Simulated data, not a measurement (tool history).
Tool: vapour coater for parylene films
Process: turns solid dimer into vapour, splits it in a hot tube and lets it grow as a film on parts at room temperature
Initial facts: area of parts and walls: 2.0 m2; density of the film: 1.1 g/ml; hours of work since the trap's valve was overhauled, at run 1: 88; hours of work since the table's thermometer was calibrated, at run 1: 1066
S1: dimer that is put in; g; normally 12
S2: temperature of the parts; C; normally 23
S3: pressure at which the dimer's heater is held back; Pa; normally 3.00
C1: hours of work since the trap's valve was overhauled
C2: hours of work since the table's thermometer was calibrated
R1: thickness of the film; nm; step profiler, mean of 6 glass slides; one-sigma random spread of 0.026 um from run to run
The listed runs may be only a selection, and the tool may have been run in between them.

run,hour,S1,S2,S3,C1,C2,R1
1,0.0,12,23,3.00,88,1066,4210
2,35.2,12,23,3.00,109,1087,4210
3,112.5,12,23,3.00,155,1134,4190
4,173.4,12,23,3.00,192,1170,4200
5,217.3,12,23,3.00,218,1197,4160
6,277.0,12,23,3.00,254,1233,4200
7,319.8,11,23,3.00,280,1258,3860
8,385.1,12,23,3.00,319,1297,4200
9,444.7,12,23,3.00,355,1333,4210
10,512.8,12,23,3.00,396,1374,4220
11,582.9,12,23,2.29,438,1416,4330
12,640.1,12,23,3.00,472,1451,4170
13,696.7,12,23,3.00,506,1485,4190
14,770.9,12,23,3.00,551,1529,4180
15,848.3,12,33,3.00,598,1576,2790
16,884.4,12,33,3.00,619,1598,2750
# hour 898.2: trap's valve overhauled
17,956.1,12,23,3.00,35,1638,4220
18,1025.9,12,23,3.00,77,1680,4170
19,1079.8,12,23,3.00,109,1713,4180
20,1115.0,12,23,3.00,130,1734,4190
21,1195.2,12,17,3.00,179,1782,5330
22,1228.5,12,17,3.00,199,1802,5320
23,1265.6,12,23,9.88,221,1825,3600
24,1307.7,12,23,9.88,246,1850,3590
25,1357.6,12,20,8.35,276,1880,4160
26,1427.2,12,22,8.24,318,1922,3820
27,1494.9,20,18,2.40,359,1962,8870
28,1557.8,14,24,4.84,397,2000,4440
29,1614.4,12,16,3.78,431,2034,5310
30,1671.6,12,25,8.09,465,2069,3390
31,1712.8,12,23,8.09,490,2093,3650
32,1751.2,19,23,2.80,513,2117,6680
33,1822.3,14,18,2.45,556,2159,6180
34,1901.2,12,24,2.45,603,2207,4120
# hour 1942.4: trap's valve overhauled
35,1953.0,20,23,6.52,6,2235,6310
36,2001.5,17,23,3.00,36,2265,5910
37,2043.5,17,17,3.00,61,2290,7570
# hour 2051.3: table's thermometer calibrated
38,2107.6,12,20,3.00,99,34,4760
39,2181.2,12,15,4.72,143,78,5400
40,2254.9,12,16,4.72,187,122,5300
41,2309.5,12,16,4.72,220,155,5300
42,2353.3,20,26,10.83,246,182,5230
43,2403.6,12,18,3.00,277,212,5150
44,2449.9,12,18,3.00,305,240,5200
45,2525.6,12,18,3.00,350,285,5160
46,2576.0,9,33,5.56,380,315,1930

Selected run-to-run steps in R1, each split into two signed amounts: the part the tool would show with no hidden state at all (from settings, incoming material and random variation), and the remainder, which goes to the hidden state together with any gauge scatter not common to the measured and the hidden-state-free results:
Hidden conditions of the tool in this case: vapour lost through the trap's worn valve, %; true temperature of the parts over the reading, C; drift of the gauge itself on film_um, %.
Run 2 -> 3: no setting touched and nothing written in the log between the runs. R1 -20 nm: hidden state -10, all else -10.
Run 26 -> 27: S1 12 -> 20, S2 22 -> 18, S3 8.24 -> 2.40. R1 +5050 nm: hidden state -20, all else +5070.
Run 27 -> 28: S1 20 -> 14, S2 18 -> 24, S3 2.40 -> 4.84. R1 -4430 nm: hidden state +10, all else -4440.
Run 34 -> 35: S1 12 -> 20, S2 24 -> 23, S3 2.45 -> 6.52, trap's valve overhauled. R1 +2190 nm: hidden state +20, all else +2170.
Run 45 -> 46: S1 12 -> 9, S2 18 -> 33, S3 3.00 -> 5.56. R1 -3230 nm: hidden state +10, all else -3240.
